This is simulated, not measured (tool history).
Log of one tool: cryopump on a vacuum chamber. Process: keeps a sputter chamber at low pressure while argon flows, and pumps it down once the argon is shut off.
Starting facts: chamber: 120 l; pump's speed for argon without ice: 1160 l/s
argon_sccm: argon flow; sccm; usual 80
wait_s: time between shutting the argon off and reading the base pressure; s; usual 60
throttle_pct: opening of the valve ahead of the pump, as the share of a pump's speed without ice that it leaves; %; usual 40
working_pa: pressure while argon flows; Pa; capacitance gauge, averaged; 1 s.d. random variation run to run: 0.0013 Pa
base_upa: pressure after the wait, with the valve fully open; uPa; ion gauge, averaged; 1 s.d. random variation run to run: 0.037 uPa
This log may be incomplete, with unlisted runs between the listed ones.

run 1 hour=0.0 | argon_sccm=80 wait_s=60 throttle_pct=40 | working_pa=0.2962 base_upa=5.27
run 2 hour=48.0 | argon_sccm=80 wait_s=217 throttle_pct=40 | working_pa=0.2988 base_upa=4.17
run 3 hour=117.3 | argon_sccm=80 wait_s=217 throttle_pct=40 | working_pa=0.2973 base_upa=4.12
run 4 hour=150.6 | argon_sccm=80 wait_s=60 throttle_pct=40 | working_pa=0.2984 base_upa=5.65
run 5 hour=181.6 | argon_sccm=80 wait_s=60 throttle_pct=40 | working_pa=0.3010 base_upa=5.58
run 6 hour=238.3 | argon_sccm=80 wait_s=60 throttle_pct=40 | working_pa=0.3011 base_upa=5.64
-- hour=272.7 leaking fittings of the chamber tightened, without venting
run 7 hour=280.8 | argon_sccm=80 wait_s=60 throttle_pct=40 | working_pa=0.3026 base_upa=2.11
run 8 hour=351.3 | argon_sccm=80 wait_s=60 throttle_pct=40 | working_pa=0.3008 base_upa=2.19
run 9 hour=382.3 | argon_sccm=80 wait_s=60 throttle_pct=40 | working_pa=0.3026 base_upa=2.15
run 10 hour=425.8 | argon_sccm=80 wait_s=60 throttle_pct=35 | working_pa=0.3415 base_upa=2.28
run 11 hour=468.0 | argon_sccm=80 wait_s=60 throttle_pct=18 | working_pa=0.6591 base_upa=2.29
run 12 hour=509.2 | argon_sccm=80 wait_s=34 throttle_pct=33 | working_pa=0.3662 base_upa=3.64
run 13 hour=565.7 | argon_sccm=80 wait_s=34 throttle_pct=33 | working_pa=0.3676 base_upa=3.80
run 14 hour=616.0 | argon_sccm=80 wait_s=34 throttle_pct=33 | working_pa=0.3712 base_upa=3.90
run 15 hour=669.8 | argon_sccm=102 wait_s=52 throttle_pct=19 | working_pa=0.8082 base_upa=2.83

Below are 3 alternative next runs, each starting from the tool's condition after run 15. Predict each:
run A hour=741.8 | argon_sccm=82 wait_s=78 throttle_pct=18 | working_pa=? base_upa=?
run B hour=741.8 | argon_sccm=80 wait_s=26 throttle_pct=40 | working_pa=? base_upa=?
run C hour=741.8 | argon_sccm=80 wait_s=33 throttle_pct=40 | working_pa=? base_upa=?

run=A working_pa=0.6841 base_upa=2.32
run=B working_pa=0.3092 base_upa=4.98
run=C working_pa=0.3101 base_upa=4.13
Had the tool no hidden state, the same runs would have come out as:
run=A working_pa=0.6658 base_upa=1.67
run=B working_pa=0.2913 base_upa=4.36
run=C working_pa=0.2922 base_upa=3.50
